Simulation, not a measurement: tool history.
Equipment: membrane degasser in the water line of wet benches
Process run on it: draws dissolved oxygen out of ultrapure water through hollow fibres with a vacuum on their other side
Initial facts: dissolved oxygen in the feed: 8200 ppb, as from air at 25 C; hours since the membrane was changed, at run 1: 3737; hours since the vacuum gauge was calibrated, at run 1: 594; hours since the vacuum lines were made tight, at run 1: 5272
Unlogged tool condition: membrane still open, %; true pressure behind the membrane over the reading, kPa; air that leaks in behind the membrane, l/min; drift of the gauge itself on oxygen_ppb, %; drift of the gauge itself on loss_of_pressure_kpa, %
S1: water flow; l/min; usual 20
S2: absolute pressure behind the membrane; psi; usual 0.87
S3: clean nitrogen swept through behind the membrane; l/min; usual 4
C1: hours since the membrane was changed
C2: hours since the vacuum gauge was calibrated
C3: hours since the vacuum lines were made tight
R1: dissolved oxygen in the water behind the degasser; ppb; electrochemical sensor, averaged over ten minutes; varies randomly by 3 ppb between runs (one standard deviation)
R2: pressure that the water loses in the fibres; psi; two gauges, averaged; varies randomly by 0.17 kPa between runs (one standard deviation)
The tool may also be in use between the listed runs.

run	hour	S1	S2	S3	C1	C2	C3	R1	R2
1	0	20	0.87	4	3737	594	5272	331.7	3.991
2	111.1	20	0.564	4	3848	705	5383	307.7	3.975
# hour 221.1: seals of the vacuum lines changed
3	269.4	20	0.564	4	4004	861	48	312.4	4.006
4	425.4	20	0.564	4	4160	1017	204	311.8	3.993
5	564.7	20	0.564	4	4300	1156	344	312.4	3.983
6	704.6	20	0.564	4	4439	1296	483	316	3.978
7	854.3	20	0.564	4	4589	1446	633	319.3	4.023
8	965.2	12	1.842	4	4700	1557	744	235.7	2.412
9	1046.3	13	1.436	2.9	4781	1638	825	256.6	2.618
10	1194	22	0.557	10.58	4929	1786	973	352.2	4.412
11	1307.1	22	0.557	7.2	5042	1899	1086	351.8	4.422
12	1455.9	17	1.037	4	5191	2048	1235	300.3	3.445
13	1620.6	20	0.602	4	5355	2212	1399	325	4.022
14	1710.3	24	0.634	10.18	5445	2302	1489	393.1	4.838

What if the next run were any one of these 5? Each begins from the tool's condition after run 14:
A	1817.7	18	0.87	2.6	5553	2409	1597	?	?
B	1817.7	17	1.115	9.6	5553	2409	1597	?	?
C	1817.7	13	0.634	10.18	5553	2409	1597	?	?
D	1817.7	30	2.058	4	5553	2409	1597	?	?
E	1817.7	14	0.87	2.44	5553	2409	1597	?	?

run	R1	R2
A	331.2	3.643
B	283.7	3.437
C	194.7	2.614
D	659	6.084
E	243.8	2.795
Had the tool no hidden state, the same runs would have come out as:
run	R1	R2
A	282.8	3.458
B	239.1	3.262
C	159.7	2.48
D	591.8	5.777
E	206	2.651
